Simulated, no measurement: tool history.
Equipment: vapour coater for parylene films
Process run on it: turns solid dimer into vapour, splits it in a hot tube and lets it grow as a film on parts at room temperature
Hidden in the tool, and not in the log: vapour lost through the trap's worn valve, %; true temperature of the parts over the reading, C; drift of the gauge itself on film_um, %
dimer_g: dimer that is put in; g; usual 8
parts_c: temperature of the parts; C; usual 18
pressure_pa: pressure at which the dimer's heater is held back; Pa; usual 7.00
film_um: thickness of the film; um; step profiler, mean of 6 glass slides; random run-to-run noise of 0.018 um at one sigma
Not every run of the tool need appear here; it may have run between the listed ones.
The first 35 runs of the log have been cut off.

run,hour,dimer_g,parts_c,pressure_pa,hours of work since the trap's valve was overhauled,hours of work since the table's thermometer was calibrated,film_um
36,638.9,8,17,7.00,317,553,2.56
37,653.6,8,18,10.39,324,560,2.31
38,678.0,11,18,2.26,335,572,4.03
39,690.9,4,27,7.00,341,578,1.03
40,702.7,8,18,2.25,347,584,2.93
41,728.8,8,18,2.25,360,596,2.92
42,753.1,4,29,2.25,371,608,1.17
43,773.5,4,29,2.25,381,617,1.15
44,793.1,4,29,2.25,390,627,1.17
45,806.9,4,29,2.25,397,633,1.17
46,823.4,8,22,7.00,405,641,2.27
47,849.7,8,22,7.00,417,654,2.30
48,865.1,8,24,3.18,425,661,2.44

Forecast each of these 3 alternatives for the next run:
A,881.6,7,13,4.96,433,669,?
B,881.6,9,11,8.17,433,669,?
C,881.6,3,24,3.21,433,669,?

run,film_um
A,2.49
B,3.14
C,0.90
Without the tool's hidden state the same runs would have given:
run,film_um
A,2.50
B,3.15
C,0.90
